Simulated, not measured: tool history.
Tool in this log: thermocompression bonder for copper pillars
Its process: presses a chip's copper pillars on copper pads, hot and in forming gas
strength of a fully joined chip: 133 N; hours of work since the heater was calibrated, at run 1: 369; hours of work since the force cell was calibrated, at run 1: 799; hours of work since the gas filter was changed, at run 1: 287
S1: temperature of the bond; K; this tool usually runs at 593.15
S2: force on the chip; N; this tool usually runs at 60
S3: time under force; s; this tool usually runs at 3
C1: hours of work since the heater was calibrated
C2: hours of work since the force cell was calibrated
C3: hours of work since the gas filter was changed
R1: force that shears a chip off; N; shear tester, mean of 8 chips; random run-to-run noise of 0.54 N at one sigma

run	hour	S1	S2	S3	C1	C2	C3	R1
1	0.0	593.15	60	3	369	799	287	70.7
2	8.8	593.15	60	3	374	804	292	70.1
# hour 17.2: forming gas filter changed
3	17.3	593.15	60	3	378	808	0	71.5
4	35.4	593.15	60	3	388	818	10	71.7
5	45.0	593.15	60	3	393	823	15	71.7
6	60.6	593.15	60	3	402	832	24	70.9
7	70.6	593.15	60	3	407	837	29	71.3
8	85.0	593.15	42	3	415	845	37	48.8
9	97.7	593.15	60	3	422	852	44	71.4
10	115.8	593.15	60	3	432	862	54	70.9
11	130.1	593.15	60	3	440	869	61	70.3
12	138.0	593.15	60	3	444	874	66	71.2
13	147.3	593.15	60	3	449	879	71	71.2
14	163.9	604.15	60	3	458	888	80	75.4
15	172.2	593.15	60	2	462	892	84	61.5
16	181.4	593.15	51	3	467	897	89	59.8
# hour 184.3: force cell calibrated
17	194.2	593.15	79	3	474	5	95	88.0
18	205.9	606.15	68	5	480	12	102	95.6
19	219.8	621.15	59	7	487	19	109	100.7
20	233.2	621.15	59	7	495	27	117	101.0
21	243.7	621.15	59	7	500	32	122	99.8
22	260.8	593.15	36	3	510	42	132	38.9
23	273.3	593.15	36	3	517	48	138	38.7
24	291.7	593.15	74	3	527	58	148	83.8
# hour 300.3: force cell calibrated, once more
25	308.3	593.15	74	3	535	4	157	89.3
26	316.5	613.15	74	3	539	9	161	98.8
27	334.5	570.15	51	5	549	19	171	63.1
28	350.1	570.15	81	2	557	27	179	72.9
29	360.3	608.15	86	2	563	33	185	95.7
30	372.6	593.15	74	3	570	39	191	86.7
31	385.6	593.15	49	3	577	46	199	60.2
32	395.4	593.15	49	3	582	52	204	58.9
33	404.0	593.15	49	3	587	56	209	59.2
34	413.1	607.15	74	2	592	61	213	83.5

Hidden state at the last listed run before each entry between runs and at the first one after, where it differs:
Between runs 2 and 3: forming gas filter changed (hour 17.2)
  true temperature of the bond over the reading, C: -4.6 -> -4.7; oxide that the forming gas leaves, % of the face: 3.05 -> 0.51
  difference, measured minus the result without the unlogged condition, R1: -8.3 -> -6.5 N
Between runs 16 and 17: force cell calibrated (hour 184.3)
  true temperature of the bond over the reading, C: -5.4 -> -5.5; force that reaches the chip, % of what is set: 93.6 -> 91.2; oxide that the forming gas leaves, % of the face: 1.3 -> 1.36
  difference, measured minus the result without the unlogged condition, R1: -7.4 -> -9.8 N
Between runs 24 and 25: force cell calibrated, once more (hour 300.3)
  true temperature of the bond over the reading, C: -5.9 -> -6; force that reaches the chip, % of what is set: 90.8 -> 98.8; oxide that the forming gas leaves, % of the face: 1.83 -> 1.91
  difference, measured minus the result without the unlogged condition, R1: -11.0 -> -5.1 N

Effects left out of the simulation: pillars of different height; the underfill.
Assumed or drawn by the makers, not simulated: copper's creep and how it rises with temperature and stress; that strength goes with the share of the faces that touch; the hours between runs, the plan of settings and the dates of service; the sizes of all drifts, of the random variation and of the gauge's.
